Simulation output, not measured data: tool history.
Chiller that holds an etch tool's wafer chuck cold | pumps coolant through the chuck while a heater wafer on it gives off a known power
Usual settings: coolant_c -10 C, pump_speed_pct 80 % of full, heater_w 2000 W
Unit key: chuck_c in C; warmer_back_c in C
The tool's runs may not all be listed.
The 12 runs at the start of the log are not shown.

Run 13, hour 999.2: usual settings but pump_speed_pct 65 % of full. Result: chuck_c 18.0 C, warmer_back_c 9.51 C.
Run 14, hour 1051.7: usual settings but pump_speed_pct 65 % of full. Result: chuck_c 18.0 C, warmer_back_c 9.51 C.
Run 15, hour 1134.8: usual settings but pump_speed_pct 65 % of full. Result: chuck_c 18.1 C, warmer_back_c 9.56 C.
Run 16, hour 1213.8: usual settings but pump_speed_pct 65 % of full. Result: chuck_c 18.1 C, warmer_back_c 9.45 C.
Run 17, hour 1287.4: usual settings but coolant_c -8 C, pump_speed_pct 65 % of full, heater_w 1044 W. Result: chuck_c 6.6 C, warmer_back_c 5.02 C.
Run 18, hour 1364.3: usual settings but coolant_c -8 C, pump_speed_pct 65 % of full, heater_w 1044 W. Result: chuck_c 6.4 C, warmer_back_c 5.06 C.
Run 19, hour 1426.6: usual settings but coolant_c -8 C, pump_speed_pct 65 % of full, heater_w 1044 W. Result: chuck_c 6.7 C, warmer_back_c 5.00 C.
Run 20, hour 1530.2: usual settings but coolant_c -8 C, pump_speed_pct 65 % of full, heater_w 1044 W. Result: chuck_c 6.7 C, warmer_back_c 4.98 C.
Run 21, hour 1643.9: usual settings but coolant_c -3 C, pump_speed_pct 69 % of full, heater_w 1371 W. Result: chuck_c 15.8 C, warmer_back_c 6.22 C.
Run 22, hour 1738.5: usual settings but coolant_c -3 C, pump_speed_pct 69 % of full, heater_w 1371 W. Result: chuck_c 15.8 C, warmer_back_c 6.23 C.
Run 23, hour 1847.3: usual settings but coolant_c -18 C, pump_speed_pct 62 % of full, heater_w 1371 W. Result: chuck_c 2.1 C, warmer_back_c 6.86 C.
Run 24, hour 1905.5: usual settings but coolant_c -19 C, pump_speed_pct 95 % of full, heater_w 1639 W. Result: chuck_c 0.2 C, warmer_back_c 5.45 C.
Run 25, hour 1959.4: usual settings but heater_w 2690 W. Result: chuck_c 24.6 C, warmer_back_c 10.67 C.
Run 26, hour 2027.6: usual settings but coolant_c -4 C, heater_w 1047 W. Result: chuck_c 9.2 C, warmer_back_c 4.16 C.
Run 27, hour 2122.2: usual settings but coolant_c -4 C, pump_speed_pct 79 % of full, heater_w 1047 W. Result: chuck_c 9.4 C, warmer_back_c 4.26 C.
Run 28, hour 2238.0: usual settings but coolant_c -7 C, heater_w 1301 W. Result: chuck_c 9.8 C, warmer_back_c 5.18 C.
Run 29, hour 2309.4: usual settings but coolant_c -5 C, pump_speed_pct 75 % of full. Result: chuck_c 21.6 C, warmer_back_c 8.53 C.
Run 30, hour 2365.4: usual settings but coolant_c -8 C. Result: chuck_c 18.0 C, warmer_back_c 7.97 C.
Run 31, hour 2426.0: usual settings but coolant_c -15 C, pump_speed_pct 70 % of full, heater_w 2580 W. Result: chuck_c 21.0 C, warmer_back_c 11.74 C.
Run 32, hour 2485.8: usual settings but coolant_c -15 C, pump_speed_pct 70 % of full, heater_w 2580 W. Result: chuck_c 21.1 C, warmer_back_c 11.76 C.

Here are 3 independent what-if runs from the current tool condition. What would each one return?
Run A, hour 2560.0: usual settings but coolant_c -20 C, pump_speed_pct 90 % of full, heater_w 1610 W. Result: chuck_c ?, warmer_back_c ?.
Run B, hour 2560.0: usual settings but coolant_c -7 C, pump_speed_pct 81 % of full, heater_w 2580 W. Result: chuck_c ?, warmer_back_c ?.
Run C, hour 2560.0: usual settings but coolant_c -17 C. Result: chuck_c ?, warmer_back_c ?.

run  chuck_c  warmer_back_c
  A     -0.6           5.78
  B     26.6          10.20
  C      9.1           7.99
Stripped of hidden state, with their random variation kept, the same runs would have yielded:
run  chuck_c  warmer_back_c
  A     -2.4           5.28
  B     23.2           9.31
  C      6.6           7.30
